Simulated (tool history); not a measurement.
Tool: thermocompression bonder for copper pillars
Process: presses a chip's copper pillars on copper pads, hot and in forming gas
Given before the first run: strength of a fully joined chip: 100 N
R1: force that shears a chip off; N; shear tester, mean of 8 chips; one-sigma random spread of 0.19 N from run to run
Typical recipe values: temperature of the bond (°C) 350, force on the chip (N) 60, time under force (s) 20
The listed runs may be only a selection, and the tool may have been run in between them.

run 1 hour=0 | temperature_of_the_bond_(°C)=350 force_on_the_chip_(N)=60 time_under_force_(s)=20 | R1=38.2
run 2 hour=15.2 | temperature_of_the_bond_(°C)=350 force_on_the_chip_(N)=58 time_under_force_(s)=20 | R1=37.3
run 3 hour=26.1 | temperature_of_the_bond_(°C)=350 force_on_the_chip_(N)=58 time_under_force_(s)=20 | R1=37.1
run 4 hour=36.5 | temperature_of_the_bond_(°C)=350 force_on_the_chip_(N)=58 time_under_force_(s)=20 | R1=37
run 5 hour=49.8 | temperature_of_the_bond_(°C)=350 force_on_the_chip_(N)=60 time_under_force_(s)=38 | R1=47.9
run 6 hour=64.4 | temperature_of_the_bond_(°C)=350 force_on_the_chip_(N)=60 time_under_force_(s)=38 | R1=48.1
run 7 hour=79.6 | temperature_of_the_bond_(°C)=350 force_on_the_chip_(N)=60 time_under_force_(s)=20 | R1=37.6
run 8 hour=95.5 | temperature_of_the_bond_(°C)=350 force_on_the_chip_(N)=60 time_under_force_(s)=20 | R1=37.6
run 9 hour=107.9 | temperature_of_the_bond_(°C)=350 force_on_the_chip_(N)=42 time_under_force_(s)=20 | R1=31.2
run 10 hour=121.1 | temperature_of_the_bond_(°C)=350 force_on_the_chip_(N)=42 time_under_force_(s)=20 | R1=31.6
run 11 hour=136.1 | temperature_of_the_bond_(°C)=350 force_on_the_chip_(N)=42 time_under_force_(s)=20 | R1=31.1
run 12 hour=147 | temperature_of_the_bond_(°C)=350 force_on_the_chip_(N)=60 time_under_force_(s)=47 | R1=51.2
run 13 hour=156.1 | temperature_of_the_bond_(°C)=350 force_on_the_chip_(N)=39 time_under_force_(s)=13 | R1=25.2
run 14 hour=166.1 | temperature_of_the_bond_(°C)=350 force_on_the_chip_(N)=59 time_under_force_(s)=13 | R1=31.4
run 15 hour=179.3 | temperature_of_the_bond_(°C)=326 force_on_the_chip_(N)=37 time_under_force_(s)=13 | R1=18.2
run 16 hour=186.8 | temperature_of_the_bond_(°C)=326 force_on_the_chip_(N)=37 time_under_force_(s)=13 | R1=18.3
run 17 hour=194 | temperature_of_the_bond_(°C)=373 force_on_the_chip_(N)=43 time_under_force_(s)=13 | R1=33.5
run 18 hour=208.3 | temperature_of_the_bond_(°C)=373 force_on_the_chip_(N)=43 time_under_force_(s)=13 | R1=33.6
run 19 hour=215.6 | temperature_of_the_bond_(°C)=354 force_on_the_chip_(N)=48 time_under_force_(s)=13 | R1=29
run 20 hour=223.7 | temperature_of_the_bond_(°C)=350 force_on_the_chip_(N)=67 time_under_force_(s)=17 | R1=37.1
run 21 hour=236.6 | temperature_of_the_bond_(°C)=376 force_on_the_chip_(N)=48 time_under_force_(s)=20 | R1=43
run 22 hour=252.5 | temperature_of_the_bond_(°C)=376 force_on_the_chip_(N)=48 time_under_force_(s)=20 | R1=43
run 23 hour=261.5 | temperature_of_the_bond_(°C)=376 force_on_the_chip_(N)=48 time_under_force_(s)=20 | R1=42.9
run 24 hour=268.7 | temperature_of_the_bond_(°C)=350 force_on_the_chip_(N)=54 time_under_force_(s)=17 | R1=33.2

What if the next run were any one of these 5? Each begins from the tool's condition after run 24:
run A hour=280.8 | temperature_of_the_bond_(°C)=351 force_on_the_chip_(N)=60 time_under_force_(s)=20 | R1=?
run B hour=280.8 | temperature_of_the_bond_(°C)=363 force_on_the_chip_(N)=70 time_under_force_(s)=28 | R1=?
run C hour=280.8 | temperature_of_the_bond_(°C)=325 force_on_the_chip_(N)=73 time_under_force_(s)=20 | R1=?
run D hour=280.8 | temperature_of_the_bond_(°C)=350 force_on_the_chip_(N)=88 time_under_force_(s)=20 | R1=?
run E hour=280.8 | temperature_of_the_bond_(°C)=330 force_on_the_chip_(N)=79 time_under_force_(s)=46 | R1=?

run=A R1=37.7
run=B R1=51.1
run=C R1=31.8
run=D R1=44.8
run=E R1=47.6
Had the tool no hidden state, the same runs would have come out as:
run=A R1=37.2
run=B R1=50.8
run=C R1=31.1
run=D R1=44.3
run=E R1=47.1

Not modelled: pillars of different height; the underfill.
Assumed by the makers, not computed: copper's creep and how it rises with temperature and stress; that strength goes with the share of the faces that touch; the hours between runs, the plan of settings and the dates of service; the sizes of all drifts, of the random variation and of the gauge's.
